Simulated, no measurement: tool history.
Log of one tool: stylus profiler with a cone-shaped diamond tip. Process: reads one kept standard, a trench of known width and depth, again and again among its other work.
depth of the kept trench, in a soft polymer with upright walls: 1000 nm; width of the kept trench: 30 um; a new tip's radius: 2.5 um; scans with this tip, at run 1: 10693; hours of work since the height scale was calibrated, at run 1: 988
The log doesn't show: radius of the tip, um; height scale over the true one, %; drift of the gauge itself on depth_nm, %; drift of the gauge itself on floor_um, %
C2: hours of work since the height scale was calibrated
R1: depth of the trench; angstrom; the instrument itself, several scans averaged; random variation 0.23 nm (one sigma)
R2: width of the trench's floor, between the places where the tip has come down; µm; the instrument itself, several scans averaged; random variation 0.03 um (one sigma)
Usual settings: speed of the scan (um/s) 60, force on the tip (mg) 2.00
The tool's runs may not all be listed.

{"run": 1, "hour": 0.0, "speed of the scan (um/s)": 60, "force on the tip (mg)": 2.0, "scans with this tip": 10693, "C2": 988, "R1": 10084.9, "R2": 25.64}
{"run": 2, "hour": 17.8, "speed of the scan (um/s)": 60, "force on the tip (mg)": 2.0, "scans with this tip": 10782, "C2": 997, "R1": 10081.3, "R2": 25.63}
{"hour": 42.7, "done": "new tip fitted, height scale calibrated"}
{"run": 3, "hour": 43.5, "speed of the scan (um/s)": 60, "force on the tip (mg)": 2.0, "scans with this tip": 4, "C2": 0, "R1": 10083.1, "R2": 25.71}
{"run": 4, "hour": 65.0, "speed of the scan (um/s)": 60, "force on the tip (mg)": 4.81, "scans with this tip": 111, "C2": 10, "R1": 10150.4, "R2": 25.81}
{"run": 5, "hour": 84.3, "speed of the scan (um/s)": 60, "force on the tip (mg)": 4.81, "scans with this tip": 208, "C2": 19, "R1": 10149.7, "R2": 25.81}
{"run": 6, "hour": 111.5, "speed of the scan (um/s)": 60, "force on the tip (mg)": 4.81, "scans with this tip": 344, "C2": 32, "R1": 10152.2, "R2": 25.78}
{"run": 7, "hour": 137.9, "speed of the scan (um/s)": 60, "force on the tip (mg)": 4.81, "scans with this tip": 476, "C2": 44, "R1": 10156.7, "R2": 25.76}
{"run": 8, "hour": 157.6, "speed of the scan (um/s)": 60, "force on the tip (mg)": 4.81, "scans with this tip": 574, "C2": 53, "R1": 10148.5, "R2": 25.79}
{"run": 9, "hour": 179.9, "speed of the scan (um/s)": 60, "force on the tip (mg)": 4.81, "scans with this tip": 685, "C2": 63, "R1": 10148.1, "R2": 25.82}
{"run": 10, "hour": 197.9, "speed of the scan (um/s)": 60, "force on the tip (mg)": 2.0, "scans with this tip": 775, "C2": 72, "R1": 10083.4, "R2": 25.63}
{"run": 11, "hour": 219.0, "speed of the scan (um/s)": 60, "force on the tip (mg)": 2.0, "scans with this tip": 880, "C2": 81, "R1": 10083.9, "R2": 25.7}
{"run": 12, "hour": 234.6, "speed of the scan (um/s)": 60, "force on the tip (mg)": 5.58, "scans with this tip": 958, "C2": 89, "R1": 10168.0, "R2": 25.8}
{"run": 13, "hour": 248.8, "speed of the scan (um/s)": 60, "force on the tip (mg)": 2.0, "scans with this tip": 1029, "C2": 95, "R1": 10084.1, "R2": 25.66}
{"run": 14, "hour": 263.2, "speed of the scan (um/s)": 60, "force on the tip (mg)": 2.0, "scans with this tip": 1101, "C2": 102, "R1": 10083.8, "R2": 25.66}
{"run": 15, "hour": 277.6, "speed of the scan (um/s)": 60, "force on the tip (mg)": 2.0, "scans with this tip": 1173, "C2": 108, "R1": 10082.5, "R2": 25.67}
{"run": 16, "hour": 295.1, "speed of the scan (um/s)": 60, "force on the tip (mg)": 2.0, "scans with this tip": 1260, "C2": 116, "R1": 10083.2, "R2": 25.66}
{"run": 17, "hour": 325.6, "speed of the scan (um/s)": 60, "force on the tip (mg)": 2.0, "scans with this tip": 1412, "C2": 131, "R1": 10079.8, "R2": 25.72}
{"run": 18, "hour": 356.8, "speed of the scan (um/s)": 161, "force on the tip (mg)": 4.18, "scans with this tip": 1568, "C2": 145, "R1": 10138.3, "R2": 25.39}
{"run": 19, "hour": 385.9, "speed of the scan (um/s)": 161, "force on the tip (mg)": 4.18, "scans with this tip": 1713, "C2": 158, "R1": 10139.4, "R2": 25.41}
{"run": 20, "hour": 413.6, "speed of the scan (um/s)": 21, "force on the tip (mg)": 4.85, "scans with this tip": 1851, "C2": 171, "R1": 10152.0, "R2": 25.91}
{"run": 21, "hour": 440.6, "speed of the scan (um/s)": 29, "force on the tip (mg)": 0.93, "scans with this tip": 1986, "C2": 184, "R1": 10048.3, "R2": 25.76}
{"run": 22, "hour": 466.6, "speed of the scan (um/s)": 17, "force on the tip (mg)": 2.0, "scans with this tip": 2116, "C2": 196, "R1": 10082.3, "R2": 25.9}
{"run": 23, "hour": 486.3, "speed of the scan (um/s)": 17, "force on the tip (mg)": 2.0, "scans with this tip": 2214, "C2": 205, "R1": 10084.8, "R2": 25.92}
{"run": 24, "hour": 517.4, "speed of the scan (um/s)": 17, "force on the tip (mg)": 2.0, "scans with this tip": 2370, "C2": 219, "R1": 10084.4, "R2": 25.83}
{"run": 25, "hour": 546.3, "speed of the scan (um/s)": 17, "force on the tip (mg)": 1.86, "scans with this tip": 2514, "C2": 232, "R1": 10080.4, "R2": 25.9}
{"run": 26, "hour": 574.8, "speed of the scan (um/s)": 50, "force on the tip (mg)": 4.7, "scans with this tip": 2656, "C2": 246, "R1": 10142.8, "R2": 25.89}
{"run": 27, "hour": 589.6, "speed of the scan (um/s)": 188, "force on the tip (mg)": 1.0, "scans with this tip": 2730, "C2": 252, "R1": 10054.5, "R2": 24.6}
{"run": 28, "hour": 612.5, "speed of the scan (um/s)": 188, "force on the tip (mg)": 1.0, "scans with this tip": 2844, "C2": 263, "R1": 10056.7, "R2": 24.61}
{"run": 29, "hour": 634.6, "speed of the scan (um/s)": 38, "force on the tip (mg)": 1.17, "scans with this tip": 2954, "C2": 273, "R1": 10057.1, "R2": 25.75}
{"run": 30, "hour": 656.1, "speed of the scan (um/s)": 55, "force on the tip (mg)": 2.02, "scans with this tip": 3062, "C2": 283, "R1": 10084.2, "R2": 25.68}
{"run": 31, "hour": 674.0, "speed of the scan (um/s)": 175, "force on the tip (mg)": 1.78, "scans with this tip": 3152, "C2": 291, "R1": 10078.7, "R2": 25.01}
{"run": 32, "hour": 702.3, "speed of the scan (um/s)": 175, "force on the tip (mg)": 1.78, "scans with this tip": 3293, "C2": 304, "R1": 10078.4, "R2": 25.05}
{"run": 33, "hour": 719.8, "speed of the scan (um/s)": 66, "force on the tip (mg)": 4.04, "scans with this tip": 3380, "C2": 312, "R1": 10137.6, "R2": 25.72}
{"run": 34, "hour": 735.1, "speed of the scan (um/s)": 66, "force on the tip (mg)": 4.04, "scans with this tip": 3457, "C2": 320, "R1": 10134.5, "R2": 25.74}

Some steps in R2 between neighbouring runs. How much of each would the tool show without its hidden state too (settings, what came in, random variation), and how much is left for the hidden state, with any gauge scatter that isn't in both results?
Run 2 -> 3: new tip fitted, height scale calibrated. R2 +0.08 µm: hidden state +0.03, all else +0.05.
Run 6 -> 7: no setting changed, nothing entered. R2 -0.02 µm: hidden state -0.01, all else -0.01.
Run 7 -> 8: no setting changed, nothing entered. R2 +0.03 µm: hidden state +0.01, all else +0.02.
Run 26 -> 27: speed of the scan (um/s) 50 -> 188, force on the tip (mg) 4.70 -> 1.00. R2 -1.29 µm: hidden state +0.00, all else -1.29.
Run 28 -> 29: speed of the scan (um/s) 188 -> 38, force on the tip (mg) 1.00 -> 1.17. R2 +1.14 µm: hidden state +0.01, all else +1.13.
Run 30 -> 31: speed of the scan (um/s) 55 -> 175, force on the tip (mg) 2.02 -> 1.78. R2 -0.67 µm: hidden state +0.00, all else -0.67.
